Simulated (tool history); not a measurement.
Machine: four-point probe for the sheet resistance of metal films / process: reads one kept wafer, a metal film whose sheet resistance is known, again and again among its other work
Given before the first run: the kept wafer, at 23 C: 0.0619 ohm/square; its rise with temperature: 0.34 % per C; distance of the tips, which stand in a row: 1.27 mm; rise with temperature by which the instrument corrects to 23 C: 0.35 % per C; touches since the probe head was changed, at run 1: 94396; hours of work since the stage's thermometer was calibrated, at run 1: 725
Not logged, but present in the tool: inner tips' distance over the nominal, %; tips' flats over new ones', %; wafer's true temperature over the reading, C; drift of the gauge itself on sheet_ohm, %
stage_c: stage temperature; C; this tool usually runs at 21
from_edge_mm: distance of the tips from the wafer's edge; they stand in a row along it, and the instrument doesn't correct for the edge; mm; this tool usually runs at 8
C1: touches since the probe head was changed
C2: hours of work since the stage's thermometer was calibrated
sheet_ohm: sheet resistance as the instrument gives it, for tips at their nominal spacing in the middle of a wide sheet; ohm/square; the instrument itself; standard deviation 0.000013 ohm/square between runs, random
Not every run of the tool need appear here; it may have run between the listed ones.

run 1 hour=0.0 | stage_c=21 from_edge_mm=8 | C1=94396 C2=725 | sheet_ohm=0.062256
run 2 hour=76.3 | stage_c=33 from_edge_mm=8 | C1=97120 C2=770 | sheet_ohm=0.062175
run 3 hour=131.1 | stage_c=21 from_edge_mm=65 | C1=99075 C2=803 | sheet_ohm=0.061398
run 4 hour=189.7 | stage_c=21 from_edge_mm=14 | C1=101165 C2=838 | sheet_ohm=0.061662
run 5 hour=233.7 | stage_c=21 from_edge_mm=22 | C1=102736 C2=864 | sheet_ohm=0.061494
-- hour=285.6 new probe head fitted
run 6 hour=311.2 | stage_c=21 from_edge_mm=8 | C1=915 C2=910 | sheet_ohm=0.062628
run 7 hour=382.3 | stage_c=21 from_edge_mm=8 | C1=3450 C2=952 | sheet_ohm=0.062591
run 8 hour=452.3 | stage_c=21 from_edge_mm=8 | C1=5951 C2=994 | sheet_ohm=0.062607
run 9 hour=516.9 | stage_c=21 from_edge_mm=8 | C1=8255 C2=1032 | sheet_ohm=0.062565
run 10 hour=569.6 | stage_c=21 from_edge_mm=8 | C1=10137 C2=1064 | sheet_ohm=0.062570
run 11 hour=667.4 | stage_c=21 from_edge_mm=44 | C1=13627 C2=1122 | sheet_ohm=0.061759
run 12 hour=756.0 | stage_c=21 from_edge_mm=44 | C1=16789 C2=1175 | sheet_ohm=0.061730
run 13 hour=825.9 | stage_c=21 from_edge_mm=44 | C1=19282 C2=1217 | sheet_ohm=0.061726
run 14 hour=878.9 | stage_c=21 from_edge_mm=8 | C1=21173 C2=1248 | sheet_ohm=0.062498
run 15 hour=938.8 | stage_c=21 from_edge_mm=8 | C1=23314 C2=1284 | sheet_ohm=0.062484
-- hour=944.4 stage's thermometer calibrated
run 16 hour=1019.6 | stage_c=21 from_edge_mm=8 | C1=26177 C2=45 | sheet_ohm=0.062403
run 17 hour=1099.2 | stage_c=21 from_edge_mm=8 | C1=29019 C2=92 | sheet_ohm=0.062374
run 18 hour=1154.6 | stage_c=21 from_edge_mm=8 | C1=30996 C2=125 | sheet_ohm=0.062358
run 19 hour=1218.0 | stage_c=28 from_edge_mm=8 | C1=33260 C2=163 | sheet_ohm=0.062330
run 20 hour=1299.4 | stage_c=28 from_edge_mm=8 | C1=36162 C2=212 | sheet_ohm=0.062278
run 21 hour=1345.2 | stage_c=28 from_edge_mm=13 | C1=37797 C2=239 | sheet_ohm=0.061768
run 22 hour=1446.0 | stage_c=21 from_edge_mm=8 | C1=41397 C2=299 | sheet_ohm=0.062334
run 23 hour=1529.0 | stage_c=21 from_edge_mm=8 | C1=44358 C2=348 | sheet_ohm=0.062286
run 24 hour=1628.7 | stage_c=31 from_edge_mm=15 | C1=47915 C2=408 | sheet_ohm=0.061645
run 25 hour=1698.7 | stage_c=31 from_edge_mm=19 | C1=50414 C2=450 | sheet_ohm=0.061537
run 26 hour=1767.1 | stage_c=27 from_edge_mm=8 | C1=52857 C2=490 | sheet_ohm=0.062212
run 27 hour=1834.0 | stage_c=22 from_edge_mm=8 | C1=55242 C2=530 | sheet_ohm=0.062227
run 28 hour=1935.2 | stage_c=23 from_edge_mm=5 | C1=58853 C2=591 | sheet_ohm=0.063437
run 29 hour=1986.5 | stage_c=23 from_edge_mm=5 | C1=60685 C2=621 | sheet_ohm=0.063432

Run 30 has not been measured yet. What should we expect?
run 30 hour=2042.5 | stage_c=23 from_edge_mm=27 | C1=62683 C2=655 | sheet_ohm=?

Run 30 yielded sheet_ohm 0.061419 ohm/square.
If the tool had no hidden condition, the same run with the same run-to-run variation would have returned sheet_ohm 0.061966 ohm/square.

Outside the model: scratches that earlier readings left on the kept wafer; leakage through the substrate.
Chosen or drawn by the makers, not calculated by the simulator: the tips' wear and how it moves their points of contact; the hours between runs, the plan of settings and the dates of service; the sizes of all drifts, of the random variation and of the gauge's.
